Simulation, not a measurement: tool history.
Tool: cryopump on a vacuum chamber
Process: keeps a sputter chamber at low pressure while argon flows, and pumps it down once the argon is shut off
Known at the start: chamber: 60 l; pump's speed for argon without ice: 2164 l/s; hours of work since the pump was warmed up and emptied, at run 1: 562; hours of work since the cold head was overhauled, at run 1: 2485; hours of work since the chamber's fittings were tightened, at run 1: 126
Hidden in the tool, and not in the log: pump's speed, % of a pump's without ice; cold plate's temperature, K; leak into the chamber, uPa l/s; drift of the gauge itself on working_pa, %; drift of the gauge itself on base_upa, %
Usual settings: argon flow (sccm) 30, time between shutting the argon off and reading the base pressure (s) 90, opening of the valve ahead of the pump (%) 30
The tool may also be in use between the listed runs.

run	day	argon flow (sccm)	time between shutting the argon off and reading the base pressure (s)	opening of the valve ahead of the pump (%)	hours of work since the pump was warmed up and emptied	hours of work since the cold head was overhauled	hours of work since the chamber's fittings were tightened	pressure while argon flows (Pa)	pressure after the wait (uPa)
1	0	30	90	30	562	2485	126	0.0833	0.86
2	1.621	30	65	30	595	2518	159	0.0842	1.11
3	2.946	30	65	30	622	2545	186	0.0836	1.15
4	5.358	30	65	30	671	2593	235	0.0855	1.27
5	7.579	30	278	30	716	2638	280	0.0855	0.72
6	9.254	30	90	18	750	2672	314	0.1369	1.15
7	11.346	30	90	18	792	2715	356	0.138	1.22

Forecast run 8:
8	12.783	37	90	42	821	2744	385	?	?

pressure while argon flows (Pa): 0.0788
pressure after the wait (uPa): 1.19
Without the tool's hidden state the same run would have given pressure while argon flows (Pa) 0.0687, pressure after the wait (uPa) 0.62.
